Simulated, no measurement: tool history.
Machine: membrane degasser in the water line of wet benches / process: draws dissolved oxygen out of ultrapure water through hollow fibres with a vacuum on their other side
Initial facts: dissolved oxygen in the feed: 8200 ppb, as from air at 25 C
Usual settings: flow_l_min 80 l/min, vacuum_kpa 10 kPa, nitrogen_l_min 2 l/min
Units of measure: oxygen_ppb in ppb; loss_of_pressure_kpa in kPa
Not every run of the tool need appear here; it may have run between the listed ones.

run 1 hour=0 | flow_l_min=80 vacuum_kpa=10 nitrogen_l_min=2 | oxygen_ppb=521.7 loss_of_pressure_kpa=43.16
run 2 hour=83.8 | flow_l_min=80 vacuum_kpa=10 nitrogen_l_min=2 | oxygen_ppb=523.4 loss_of_pressure_kpa=43.31
run 3 hour=137.7 | flow_l_min=80 vacuum_kpa=10 nitrogen_l_min=2 | oxygen_ppb=523.4 loss_of_pressure_kpa=43.52
run 4 hour=242.3 | flow_l_min=80 vacuum_kpa=10 nitrogen_l_min=2 | oxygen_ppb=523.1 loss_of_pressure_kpa=43.58
run 5 hour=346.2 | flow_l_min=80 vacuum_kpa=10 nitrogen_l_min=2 | oxygen_ppb=523.4 loss_of_pressure_kpa=43.81
run 6 hour=413 | flow_l_min=80 vacuum_kpa=10 nitrogen_l_min=2 | oxygen_ppb=523.7 loss_of_pressure_kpa=43.42
-- hour=489.8 vacuum gauge calibrated
run 7 hour=508.5 | flow_l_min=80 vacuum_kpa=10 nitrogen_l_min=2 | oxygen_ppb=526.4 loss_of_pressure_kpa=43.88
run 8 hour=577.4 | flow_l_min=80 vacuum_kpa=10 nitrogen_l_min=2 | oxygen_ppb=526.3 loss_of_pressure_kpa=44.03
run 9 hour=685.3 | flow_l_min=80 vacuum_kpa=10 nitrogen_l_min=0.87 | oxygen_ppb=923.1 loss_of_pressure_kpa=43.95
run 10 hour=782.3 | flow_l_min=80 vacuum_kpa=10 nitrogen_l_min=0.87 | oxygen_ppb=921.3 loss_of_pressure_kpa=44.06
run 11 hour=857.5 | flow_l_min=80 vacuum_kpa=18.1 nitrogen_l_min=2 | oxygen_ppb=1066.6 loss_of_pressure_kpa=43.8
run 12 hour=936.9 | flow_l_min=80 vacuum_kpa=18.1 nitrogen_l_min=2 | oxygen_ppb=1072.2 loss_of_pressure_kpa=44.23
run 13 hour=1035.3 | flow_l_min=80 vacuum_kpa=18.1 nitrogen_l_min=2 | oxygen_ppb=1075.4 loss_of_pressure_kpa=44.3
run 14 hour=1096.9 | flow_l_min=118 vacuum_kpa=10 nitrogen_l_min=2 | oxygen_ppb=714.2 loss_of_pressure_kpa=65.03
run 15 hour=1195 | flow_l_min=118 vacuum_kpa=10 nitrogen_l_min=2 | oxygen_ppb=713.2 loss_of_pressure_kpa=65.82
run 16 hour=1285.1 | flow_l_min=118 vacuum_kpa=10 nitrogen_l_min=2 | oxygen_ppb=711.7 loss_of_pressure_kpa=65.12

The next listed run, before its measurement:
run 17 hour=1392.9 | flow_l_min=80 vacuum_kpa=10 nitrogen_l_min=2 | oxygen_ppb=? loss_of_pressure_kpa=?

Logged for run 17: oxygen_ppb 524 ppb, loss_of_pressure_kpa 44.57 kPa.
On a tool with no hidden condition, and with the same random variation, this run would have come out at oxygen_ppb 523.9 ppb, loss_of_pressure_kpa 43.36 kPa.

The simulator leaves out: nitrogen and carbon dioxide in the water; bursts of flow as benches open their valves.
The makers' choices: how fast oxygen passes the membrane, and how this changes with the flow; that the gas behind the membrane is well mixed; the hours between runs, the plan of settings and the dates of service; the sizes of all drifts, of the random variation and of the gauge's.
